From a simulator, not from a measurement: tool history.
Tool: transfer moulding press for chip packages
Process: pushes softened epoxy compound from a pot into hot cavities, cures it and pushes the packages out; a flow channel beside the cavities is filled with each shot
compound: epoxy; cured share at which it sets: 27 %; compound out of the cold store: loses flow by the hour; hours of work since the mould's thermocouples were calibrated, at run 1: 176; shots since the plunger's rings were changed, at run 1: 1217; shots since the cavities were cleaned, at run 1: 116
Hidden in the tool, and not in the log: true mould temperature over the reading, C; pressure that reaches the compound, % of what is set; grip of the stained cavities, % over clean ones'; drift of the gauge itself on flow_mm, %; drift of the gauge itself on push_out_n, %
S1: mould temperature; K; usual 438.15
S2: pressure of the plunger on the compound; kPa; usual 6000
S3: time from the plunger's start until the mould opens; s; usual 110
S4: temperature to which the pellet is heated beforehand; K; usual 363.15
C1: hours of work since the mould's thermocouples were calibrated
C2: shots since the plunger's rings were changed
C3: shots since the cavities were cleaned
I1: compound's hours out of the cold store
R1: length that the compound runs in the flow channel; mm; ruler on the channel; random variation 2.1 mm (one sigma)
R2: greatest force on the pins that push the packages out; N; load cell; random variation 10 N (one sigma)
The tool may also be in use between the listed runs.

run,hour,S1,S2,S3,S4,C1,C2,C3,I1,R1,R2
1,0,438.15,6000,110,363.15,176,1217,116,13.9,712,506
2,7.1,438.15,6000,110,363.15,179,1264,163,18.9,696,492
3,16.5,438.15,6000,129,363.15,183,1326,225,44.9,628,455
4,26.4,438.15,6000,129,363.15,187,1392,291,47.8,623,455
5,34.2,438.15,6000,110,363.15,190,1444,343,23.1,687,484
6,40.4,438.15,6000,101,363.15,192,1485,384,23.4,684,522
7,51.2,438.15,6000,101,363.15,197,1557,456,9.5,722,552
8,59.3,438.15,6000,110,363.15,200,1611,510,40.5,639,485
9,64.4,441.15,6000,110,363.15,202,1645,544,10.4,714,476
10,73.6,441.15,6000,110,363.15,206,1706,605,9,719,509
11,82.3,441.15,6000,110,363.15,210,1763,662,43.8,625,486
12,89.1,441.15,5580,110,363.15,213,1809,708,25.2,651,451
13,94.6,438.15,6000,106,363.15,215,1846,745,45.5,631,503
14,99.4,443.15,6000,110,363.15,217,1877,776,45.1,620,466
# hour 106.9: cavities cleaned with cleaning compound and waxed
15,107.4,443.15,6000,110,363.15,219,1921,4,25.5,670,462
16,117.6,442.15,5540,146,372.15,224,1988,71,40.4,605,447
17,124.3,442.15,5540,146,372.15,226,2033,116,38.7,609,421
18,132.3,442.15,5540,146,372.15,230,2086,169,21.6,652,449
19,141.1,442.15,6000,126,372.15,233,2144,227,43.7,625,452
20,146.3,442.15,6000,126,372.15,236,2179,262,45.3,617,447
21,154.4,438.15,6000,110,366.15,239,2232,315,19.5,694,479
22,159.1,445.15,6110,110,355.15,241,2264,347,21.3,680,455
23,169.5,445.15,6110,110,355.15,245,2333,416,46.1,620,478
24,176.5,432.15,4600,110,363.15,248,2379,462,29.7,598,619
25,186.5,432.15,4690,110,356.15,252,2446,529,42.6,573,634
26,196.3,443.15,6000,108,363.15,256,2511,594,42.3,624,437
27,206.9,438.15,5600,110,363.15,261,2582,665,28.1,651,520
28,217,442.15,5440,104,368.15,265,2648,731,27.7,628,483
29,226.1,442.15,5440,104,368.15,268,2709,792,27.3,631,459

3 ways to go on from here, each from the tool as it stands after run 29. What would each give?
# hour 231.1: cavities cleaned with cleaning compound and waxed
A,237.7,432.15,5750,110,363.15,273,2776,43,12.9,?,?
# hour 231.1: cavities cleaned with cleaning compound and waxed
B,237.7,442.15,5440,104,372.15,273,2776,43,23,?,?
# hour 231.1: cavities cleaned with cleaning compound and waxed
C,237.7,434.15,7150,110,363.15,273,2776,43,32.1,?,?

run,R1,R2
A,717,647
B,637,459
C,730,555
Without the tool's hidden state the same runs would have given:
run,R1,R2
A,718,646
B,638,459
C,731,555
